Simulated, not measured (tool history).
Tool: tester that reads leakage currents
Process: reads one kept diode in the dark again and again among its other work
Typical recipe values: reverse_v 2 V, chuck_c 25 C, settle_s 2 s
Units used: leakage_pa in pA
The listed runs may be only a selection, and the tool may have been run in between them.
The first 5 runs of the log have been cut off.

run    hour  reverse_v  chuck_c  settle_s  hours of work since the probe card was cleaned  hours of work since the tester was calibrated  hours of work since the chuck was calibrated  leakage_pa
  6   353.7          2       25         2                                            1063                                           2135                                           288       76.24
  7   461.1          2       25         2                                            1126                                           2199                                           352       76.67
  8   529.8          2       25         2                                            1167                                           2239                                           393       76.43
  9     620          2       25      0.87                                            1221                                           2293                                           446       77.18
 10   680.3          2       25      0.87                                            1257                                           2329                                           482       77.07
 11   765.7          2       25      9.59                                            1307                                           2380                                           533       77.18
 12     832          2       25      9.59                                            1347                                           2419                                           572       76.92
 13   935.3          2       25         2                                            1408                                           2481                                           634       77.81
 14  1005.8          2       25         2                                            1450                                           2522                                           676       77.55
 15  1099.1          2       25         2                                            1506                                           2578                                           731       78.24
     1124.9  -- tester calibrated
 16  1209.2          2       25         2                                            1570                                             50                                           795       77.47
 17  1302.5          2       25         2                                            1625                                            106                                           851       78.04
     1313.4  -- chuck's temperature calibrated
 18    1398          2       25         2                                            1681                                            161                                            50        79.4
 19  1459.2          2       25         2                                            1717                                            198                                            87       79.08
       1489  -- chuck's temperature calibrated, once more
 20  1550.2          2       25         2                                            1770                                            250                                            36       75.72
 21    1670          2       25      2.15                                            1842                                            322                                           108       76.33
 22    1738      18.03       25      3.28                                            1882                                            362                                           148      257.81
 23  1838.6      11.46       25      1.65                                            1942                                            422                                           208      202.21
 24  1914.5      11.46       25      1.65                                            1987                                            467                                           253      202.12
 25  2010.5          2       25      9.17                                            2044                                            524                                           310       76.91
 26  2127.6      16.56       25       6.2                                            2114                                            594                                           380      250.58
 27  2192.7       3.17       57      5.93                                            2152                                            632                                           418     1357.98

What does the tool deliver on the next run?
 28  2281.8       3.17       21      0.49                                            2205                                            685                                           471           ?

leakage_pa: 71.53 pA
Had the tool carried no hidden state, the very same run would have given leakage_pa 66.04 pA.
